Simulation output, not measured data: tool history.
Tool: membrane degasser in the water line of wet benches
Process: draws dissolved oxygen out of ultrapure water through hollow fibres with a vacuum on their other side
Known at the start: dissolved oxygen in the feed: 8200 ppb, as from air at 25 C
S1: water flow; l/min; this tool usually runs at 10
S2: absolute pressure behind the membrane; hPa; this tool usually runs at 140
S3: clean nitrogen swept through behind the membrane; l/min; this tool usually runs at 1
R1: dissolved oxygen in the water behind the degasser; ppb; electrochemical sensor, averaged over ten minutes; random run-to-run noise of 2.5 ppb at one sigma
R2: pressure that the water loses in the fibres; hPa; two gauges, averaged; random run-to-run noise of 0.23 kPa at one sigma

run,hour,S1,S2,S3,R1,R2
1,0,10,140,1,249.7,558.4
2,42.5,10,140,1,251.3,569.1
3,98.6,10,140,1,250,560.1
4,155.6,10,140,1.79,148.5,560.4
5,192.8,10,140,1.79,146.9,560.1
6,256.3,10,140,1.79,147.8,561.2
7,311.6,15,140,1,364.6,839.4
8,368.5,15,140,1,369,842.1
9,408.1,15,140,0.7,491.2,838.8
10,468.3,15,140,0.7,493.9,830.4
11,512.5,12,140,1,297.3,666.6
12,576.4,12,140,1,300,670.7
13,608.9,12,140,1,293.7,663.5
# hour 665: gauge calibrated
14,667.7,12,140,1,301.3,680.4
15,709.4,10,140,1,250.9,564.4
16,768.6,10,140,1,253.6,563.3
17,818.3,10,333,1,660.3,559
18,886.4,10,140,2.7,99.4,563.4
19,937.7,9,126,0.41,441.5,502.2
20,983,9,140,1,229.6,499.4
21,1018.2,9,140,1,225.6,501.3
22,1076.6,10,148,1,268.4,555.3
23,1144.2,11,167,0.73,455.4,614.3
24,1206.1,10,166,1,304.6,555.4
25,1263.5,10,104,1,172.4,553
26,1339.1,12,140,1,296.1,664.3
27,1400.6,8,109,1,145.2,441.9

Predict the results of run 28:
28,1454.4,8,109,0.57,?,?

R1: 249.4 ppb
R2: 441.4 hPa
With the hidden condition absent and the run-to-run variation left alone, this run would have shown R1 248.7 ppb, R2 452.6 hPa.
